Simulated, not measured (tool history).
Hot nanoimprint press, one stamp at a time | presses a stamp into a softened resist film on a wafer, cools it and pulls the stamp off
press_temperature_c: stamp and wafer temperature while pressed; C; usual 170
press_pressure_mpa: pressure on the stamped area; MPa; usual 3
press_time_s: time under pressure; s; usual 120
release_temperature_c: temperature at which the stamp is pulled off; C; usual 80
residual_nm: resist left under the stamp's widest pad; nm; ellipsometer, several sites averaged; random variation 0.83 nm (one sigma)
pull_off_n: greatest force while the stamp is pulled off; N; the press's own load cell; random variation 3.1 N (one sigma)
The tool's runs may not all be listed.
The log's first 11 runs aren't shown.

run 12 day=8.208 | press_temperature_c=170 press_pressure_mpa=3 press_time_s=120 release_temperature_c=80 | residual_nm=114.4 pull_off_n=176
run 13 day=8.733 | press_temperature_c=170 press_pressure_mpa=3 press_time_s=120 release_temperature_c=80 | residual_nm=117.3 pull_off_n=185
run 14 day=9.725 | press_temperature_c=170 press_pressure_mpa=3 press_time_s=120 release_temperature_c=80 | residual_nm=116.4 pull_off_n=196
run 15 day=10.221 | press_temperature_c=170 press_pressure_mpa=3 press_time_s=120 release_temperature_c=80 | residual_nm=115.8 pull_off_n=198
run 16 day=10.862 | press_temperature_c=170 press_pressure_mpa=3 press_time_s=120 release_temperature_c=80 | residual_nm=116.1 pull_off_n=199
run 17 day=11.596 | press_temperature_c=177 press_pressure_mpa=1.84 press_time_s=120 release_temperature_c=83 | residual_nm=115.3 pull_off_n=201
run 18 day=12.192 | press_temperature_c=177 press_pressure_mpa=1.84 press_time_s=120 release_temperature_c=83 | residual_nm=115.9 pull_off_n=212
run 19 day=12.971 | press_temperature_c=172 press_pressure_mpa=1.84 press_time_s=120 release_temperature_c=69 | residual_nm=138.6 pull_off_n=251
run 20 day=13.929 | press_temperature_c=175 press_pressure_mpa=3 press_time_s=230 release_temperature_c=80 | residual_nm=76.3 pull_off_n=224
run 21 day=14.45 | press_temperature_c=177 press_pressure_mpa=3 press_time_s=230 release_temperature_c=79 | residual_nm=69.9 pull_off_n=233
run 22 day=15.454 | press_temperature_c=177 press_pressure_mpa=3 press_time_s=230 release_temperature_c=72 | residual_nm=70.7 pull_off_n=265

Run 23 comes next. What will it give?
run 23 day=16.196 | press_temperature_c=161 press_pressure_mpa=2.06 press_time_s=145 release_temperature_c=87 | residual_nm=? pull_off_n=?

Run 23 gave residual_nm 185.9 nm, pull_off_n 210 N.
Without the tool's hidden state the same run would have given residual_nm 176.9 nm, pull_off_n 128 N.
